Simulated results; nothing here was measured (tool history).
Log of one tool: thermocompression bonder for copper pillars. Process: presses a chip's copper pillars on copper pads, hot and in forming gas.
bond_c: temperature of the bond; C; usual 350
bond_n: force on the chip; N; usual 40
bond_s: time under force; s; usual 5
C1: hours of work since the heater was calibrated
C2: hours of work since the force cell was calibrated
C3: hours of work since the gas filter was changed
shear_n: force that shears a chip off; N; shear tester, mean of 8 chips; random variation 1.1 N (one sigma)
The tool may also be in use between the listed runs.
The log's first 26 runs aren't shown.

Run 27, day 14.408: usual settings but bond_c 360 C, bond_n 44 N, bond_s 8 s; C1 698; C2 398; C3 310. Result: shear_n 102.8 N.
Run 28, day 14.925: usual settings but bond_c 338 C; C1 706; C2 406; C3 319. Result: shear_n 78.6 N.
Run 29, day 15.438: usual settings but bond_c 337 C, bond_n 54 N, bond_s 11 s; C1 715; C2 415; C3 327. Result: shear_n 108.3 N.
Run 30, day 15.762: usual settings but bond_c 342 C, bond_n 32 N, bond_s 9 s; C1 720; C2 420; C3 333. Result: shear_n 83.9 N.
Run 31, day 16.379: usual settings but bond_c 325 C, bond_n 31 N, bond_s 8 s; C1 730; C2 430; C3 343. Result: shear_n 71.4 N.
Run 32, day 16.725: usual settings but bond_c 351 C, bond_n 34 N, bond_s 6 s; C1 736; C2 436; C3 349. Result: shear_n 80 N.
Run 33, day 17.138: usual settings but bond_c 351 C, bond_n 34 N, bond_s 6 s; C1 743; C2 443; C3 355. Result: shear_n 80.9 N.
Run 34, day 17.579: usual settings but bond_c 323 C, bond_n 42 N, bond_s 4 s; C1 750; C2 450; C3 363. Result: shear_n 68.6 N.
Run 35, day 18.317: usual settings but bond_s 9 s; C1 762; C2 462; C3 375. Result: shear_n 97.3 N.
Run 36, day 18.75: usual settings but bond_n 35 N, bond_s 3 s; C1 770; C2 470; C3 382. Result: shear_n 66.7 N.
Run 37, day 19.338: usual settings but bond_n 44 N, bond_s 3 s; C1 779; C2 479; C3 392. Result: shear_n 76.8 N.
Run 38, day 20.033: usual settings but bond_n 44 N, bond_s 3 s; C1 791; C2 491; C3 403. Result: shear_n 76.9 N.
Run 39, day 20.388: usual settings but bond_n 53 N, bond_s 4 s; C1 797; C2 497; C3 409. Result: shear_n 91.4 N.
Run 40, day 20.775: usual settings but bond_c 321 C; C1 803; C2 503; C3 416. Result: shear_n 70.6 N.
Run 41, day 21.238: usual settings but bond_c 326 C, bond_n 56 N, bond_s 13 s; C1 811; C2 511; C3 423. Result: shear_n 107.8 N.

Forecast each of these 3 alternatives for the next run:
Run A, day 21.746: usual settings but bond_n 45 N; C1 819; C2 519; C3 432. Result: shear_n ?.
Run B, day 21.746: usual settings but bond_c 326 C, bond_n 30 N, bond_s 13 s; C1 819; C2 519; C3 432. Result: shear_n ?.
Run C, day 21.746: usual settings but bond_c 363 C, bond_n 37 N, bond_s 13 s; C1 819; C2 519; C3 432. Result: shear_n ?.

run  shear_n
  A     87.7
  B     79.2
  C      104
Without the tool's hidden state the same runs would have given:
run  shear_n
  A     98.4
  B     89.3
  C    115.8
